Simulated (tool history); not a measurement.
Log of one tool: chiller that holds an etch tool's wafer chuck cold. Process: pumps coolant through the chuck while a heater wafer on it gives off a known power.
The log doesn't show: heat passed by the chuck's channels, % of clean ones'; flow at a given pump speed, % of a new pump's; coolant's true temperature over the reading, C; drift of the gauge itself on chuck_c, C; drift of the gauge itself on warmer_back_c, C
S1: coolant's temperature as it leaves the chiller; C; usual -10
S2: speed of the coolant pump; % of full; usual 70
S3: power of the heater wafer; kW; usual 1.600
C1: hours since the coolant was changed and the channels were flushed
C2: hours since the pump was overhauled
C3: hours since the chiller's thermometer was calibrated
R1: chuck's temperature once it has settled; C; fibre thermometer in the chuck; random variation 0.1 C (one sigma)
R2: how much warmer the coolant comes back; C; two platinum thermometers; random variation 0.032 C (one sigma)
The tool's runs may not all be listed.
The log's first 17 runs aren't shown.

{"run": 18, "hour": 580.7, "S1": -8, "S2": 77, "S3": 1.019, "C1": 5856, "C2": 124, "C3": 4366, "R1": 2.3, "R2": 2.38}
{"run": 19, "hour": 609.0, "S1": -3, "S2": 75, "S3": 2.323, "C1": 5884, "C2": 152, "C3": 4395, "R1": 20.0, "R2": 5.62}
{"run": 20, "hour": 643.6, "S1": -3, "S2": 75, "S3": 2.323, "C1": 5919, "C2": 187, "C3": 4429, "R1": 20.0, "R2": 5.64}
{"run": 21, "hour": 687.8, "S1": -10, "S2": 70, "S3": 1.549, "C1": 5963, "C2": 231, "C3": 4473, "R1": 6.4, "R2": 3.99}
{"run": 22, "hour": 733.8, "S1": -8, "S2": 98, "S3": 1.25, "C1": 6009, "C2": 277, "C3": 4519, "R1": 2.4, "R2": 2.35}
{"run": 23, "hour": 778.7, "S1": -8, "S2": 98, "S3": 1.25, "C1": 6054, "C2": 322, "C3": 4564, "R1": 2.4, "R2": 2.34}
{"run": 24, "hour": 805.5, "S1": -10, "S2": 90, "S3": 1.6, "C1": 6081, "C2": 349, "C3": 4591, "R1": 4.1, "R2": 3.2}
{"run": 25, "hour": 844.6, "S1": -10, "S2": 70, "S3": 1.228, "C1": 6120, "C2": 388, "C3": 4630, "R1": 3.3, "R2": 3.14}
{"run": 26, "hour": 882.0, "S1": -9, "S2": 89, "S3": 1.116, "C1": 6157, "C2": 425, "C3": 4667, "R1": 1.0, "R2": 2.3}
{"run": 27, "hour": 908.2, "S1": -6, "S2": 70, "S3": 1.6, "C1": 6183, "C2": 451, "C3": 4694, "R1": 11.1, "R2": 4.22}
{"run": 28, "hour": 946.3, "S1": -13, "S2": 75, "S3": 1.041, "C1": 6221, "C2": 489, "C3": 4732, "R1": -2.1, "R2": 2.46}
{"run": 29, "hour": 972.8, "S1": -9, "S2": 100, "S3": 1.6, "C1": 6248, "C2": 516, "C3": 4758, "R1": 4.2, "R2": 2.97}
{"run": 30, "hour": 1015.2, "S1": -13, "S2": 70, "S3": 1.196, "C1": 6290, "C2": 558, "C3": 4801, "R1": 0.0, "R2": 3.19}
{"run": 31, "hour": 1047.7, "S1": -15, "S2": 79, "S3": 0.957, "C1": 6323, "C2": 591, "C3": 4833, "R1": -5.2, "R2": 2.28}
{"hour": 1071.4, "done": "chiller's thermometer calibrated"}
{"run": 32, "hour": 1074.1, "S1": -10, "S2": 95, "S3": 1.999, "C1": 6348, "C2": 616, "C3": 3, "R1": 6.5, "R2": 3.85}

Forecast each of these 4 alternatives for the next run:
{"run": "A", "hour": 1110.1, "S1": -10, "S2": 60, "S3": 1.6, "C1": 6384, "C2": 652, "C3": 39, "R1": "?", "R2": "?"}
{"run": "B", "hour": 1110.1, "S1": -20, "S2": 89, "S3": 1.999, "C1": 6384, "C2": 652, "C3": 39, "R1": "?", "R2": "?"}
{"run": "C", "hour": 1110.1, "S1": -14, "S2": 90, "S3": 2.228, "C1": 6384, "C2": 652, "C3": 39, "R1": "?", "R2": "?"}
{"run": "D", "hour": 1110.1, "S1": -10, "S2": 68, "S3": 1.282, "C1": 6384, "C2": 652, "C3": 39, "R1": "?", "R2": "?"}

run=A R1=8.8 R2=4.88
run=B R1=-2.7 R2=4.11
run=C R1=5.2 R2=4.47
run=D R1=3.7 R2=3.44
Without the tool's hidden state the same runs would have given:
run=A R1=6.6 R2=4.81
run=B R1=-4.7 R2=4.06
run=C R1=2.9 R2=4.41
run=D R1=2.1 R2=3.40

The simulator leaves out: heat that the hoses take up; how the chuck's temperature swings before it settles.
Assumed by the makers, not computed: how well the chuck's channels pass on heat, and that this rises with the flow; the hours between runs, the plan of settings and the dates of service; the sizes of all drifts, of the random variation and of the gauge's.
